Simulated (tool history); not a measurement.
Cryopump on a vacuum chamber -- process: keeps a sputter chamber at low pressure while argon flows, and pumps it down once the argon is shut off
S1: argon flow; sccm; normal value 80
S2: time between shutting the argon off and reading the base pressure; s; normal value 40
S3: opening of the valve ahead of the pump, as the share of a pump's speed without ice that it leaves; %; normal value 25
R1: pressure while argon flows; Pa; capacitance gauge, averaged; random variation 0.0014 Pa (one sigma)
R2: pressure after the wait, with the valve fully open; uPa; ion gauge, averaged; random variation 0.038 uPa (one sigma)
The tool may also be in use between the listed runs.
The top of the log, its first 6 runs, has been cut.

run,hour,S1,S2,S3,R1,R2
7,412.4,80,40,25,0.3536,2.84
8,477.7,80,40,25,0.3594,2.99
9,541.6,36,40,25,0.1621,3.01
10,615.5,36,40,25,0.165,3.21
11,668.6,36,40,25,0.1656,3.34
# hour 678.8: pump warmed up, emptied and cooled again
12,745.7,36,40,25,0.1523,2.92
13,829.3,36,40,25,0.1534,3.04
14,896.5,80,40,25,0.3469,3.19
15,950.3,80,43,25,0.3491,3.13
16,1015.5,97,43,25,0.4293,3.22
17,1061.5,97,43,25,0.4284,3.16
18,1126.1,97,43,25,0.4322,3.36
# hour 1175.1: leaking fittings of the chamber tightened, without venting
19,1210.6,80,27,25,0.3636,3.15
20,1284.9,51,27,16,0.3527,3.27
# hour 1328: pump warmed up, emptied and cooled again
21,1349.1,59,230,26,0.239,0.62
22,1417.6,59,40,21,0.2994,2.32
23,1466.7,80,148,25,0.3429,0.88
24,1532.5,70,79,22,0.3432,1.47
25,1594.7,80,179,25,0.3491,0.91
26,1669.3,137,40,25,0.6017,2.56
27,1740.8,64,49,22,0.3202,2.28
28,1814.9,64,49,22,0.3251,2.32
29,1878.3,64,49,22,0.3237,2.37

Predict the results of run 30:
30,1918.8,104,40,25,?,?

R1: 0.4727 Pa
R2: 2.8 uPa
Had the tool carried no hidden state, the very same run would have given R1 0.4347 Pa, R2 2.17 uPa.

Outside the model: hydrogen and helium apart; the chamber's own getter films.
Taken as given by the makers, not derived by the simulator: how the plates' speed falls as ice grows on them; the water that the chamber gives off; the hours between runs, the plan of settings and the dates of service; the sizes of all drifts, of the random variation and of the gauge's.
